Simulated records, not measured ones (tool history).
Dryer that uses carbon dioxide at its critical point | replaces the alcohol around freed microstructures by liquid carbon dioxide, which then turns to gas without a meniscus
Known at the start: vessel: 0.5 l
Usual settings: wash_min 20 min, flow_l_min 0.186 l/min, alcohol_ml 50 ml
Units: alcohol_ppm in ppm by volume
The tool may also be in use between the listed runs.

run,hour,wash_min,flow_l_min,alcohol_ml,alcohol_ppm
1,0,20,0.186,50,692
2,9,20,0.186,26,444
3,21.8,20,0.186,50,745
4,34.2,20,0.186,50,724
5,52.4,20,0.186,50,743
6,68,27,0.186,50,286
7,83.7,27,0.186,50,292
8,101.3,27,0.186,50,302
9,114.8,27,0.186,50,308
10,124.3,20,0.186,50,813
11,138.7,20,0.186,50,833
12,147.3,20,0.186,36,632
13,158.6,20,0.112,50,4602
14,169.9,20,0.112,50,4491
15,178.2,20,0.112,50,4527
16,196,20,0.112,50,4466
17,216.4,20,0.112,50,4523
18,234.6,20,0.112,50,4543
19,253.9,32,0.186,50,291
20,273.8,32,0.186,50,297
21,293.7,20,0.246,50,406
22,305.4,20,0.186,50,917

Forecast run 23:
23,319.9,20,0.128,50,?

{"run 23": {"alcohol_ppm": 3253}}
Without the tool's hidden state the same run would have given alcohol_ppm 2584 ppm by volume.
